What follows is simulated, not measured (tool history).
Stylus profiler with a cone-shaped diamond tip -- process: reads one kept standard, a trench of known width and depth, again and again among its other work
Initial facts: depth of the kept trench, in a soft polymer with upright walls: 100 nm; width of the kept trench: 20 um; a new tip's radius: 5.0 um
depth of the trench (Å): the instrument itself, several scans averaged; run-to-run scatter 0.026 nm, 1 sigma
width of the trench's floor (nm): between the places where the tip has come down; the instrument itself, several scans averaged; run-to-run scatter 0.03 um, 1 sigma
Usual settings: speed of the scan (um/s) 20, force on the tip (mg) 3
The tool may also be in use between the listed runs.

| run | day | speed of the scan (um/s) | force on the tip (mg) | depth of the trench (Å) | width of the trench's floor (nm) |
|---|---|---|---|---|---|
| 1 | 0 | 20 | 3 | 1014.8 | 17930 |
| 2 | 4.183 | 20 | 3 | 1015.1 | 17940 |
| 3 | 7.062 | 20 | 3 | 1014.9 | 17980 |
| 4 | 10.75 | 20 | 5.08 | 1021.1 | 17970 |
| 5 | 15.217 | 20 | 3 | 1014.4 | 17920 |
| 6 | 17.983 | 70 | 3 | 1014.6 | 17720 |
| 7 | 23.388 | 16 | 3 | 1015 | 17960 |
| 8 | 29.046 | 16 | 3 | 1014.5 | 17950 |
| 9 | 34.479 | 16 | 3 | 1015 | 17960 |
|  | 34.804 | height scale calibrated on a step standard |
| 10 | 36.892 | 54 | 3 | 1014.8 | 17780 |
| 11 | 39.512 | 20 | 1.38 | 1008.8 | 17920 |
| 12 | 44.596 | 28 | 3 | 1014.9 | 17890 |
| 13 | 47.2 | 20 | 3 | 1015.1 | 17920 |
| 14 | 52.375 | 17 | 3 | 1015.1 | 17950 |
| 15 | 57.108 | 17 | 3 | 1014.8 | 17960 |
| 16 | 61.2 | 12 | 1.61 | 1009.9 | 17970 |
| 17 | 63.812 | 32 | 1.87 | 1010.7 | 17830 |
| 18 | 67.425 | 34 | 4.16 | 1018.5 | 17840 |
| 19 | 69.842 | 34 | 4.16 | 1018.9 | 17870 |
| 20 | 74.796 | 34 | 4.16 | 1018.8 | 17870 |
| 21 | 77.779 | 34 | 4.16 | 1018.3 | 17910 |
| 22 | 82.733 | 63 | 2.35 | 1012.5 | 17770 |
| 23 | 87.3 | 40 | 2.29 | 1011.9 | 17860 |
| 24 | 92.725 | 11 | 3.04 | 1015.4 | 17960 |
| 25 | 96.075 | 7 | 3.04 | 1015 | 17940 |
| 26 | 98.896 | 7 | 3.04 | 1015.3 | 18030 |

Alternative continuations, all from the tool just after run 26; predict every row:
| A | 101.775 | 20 | 5.7 | ? | ? |
| B | 101.775 | 7 | 6.57 | ? | ? |
| C | 101.775 | 11 | 1.65 | ? | ? |
| D | 101.775 | 6 | 4.72 | ? | ? |
| E | 101.775 | 34 | 2.07 | ? | ? |

| run | depth of the trench (Å) | width of the trench's floor (nm) |
|---|---|---|
| A | 1023 | 17970 |
| B | 1025.3 | 18000 |
| C | 1010 | 17980 |
| D | 1019.9 | 17990 |
| E | 1011.5 | 17870 |
Stripped of hidden state, with their random variation kept, the same runs would have yielded:
| run | depth of the trench (Å) | width of the trench's floor (nm) |
|---|---|---|
| A | 1023 | 17980 |
| B | 1025.3 | 18010 |
| C | 1010 | 17990 |
| D | 1019.9 | 18000 |
| E | 1011.5 | 17880 |
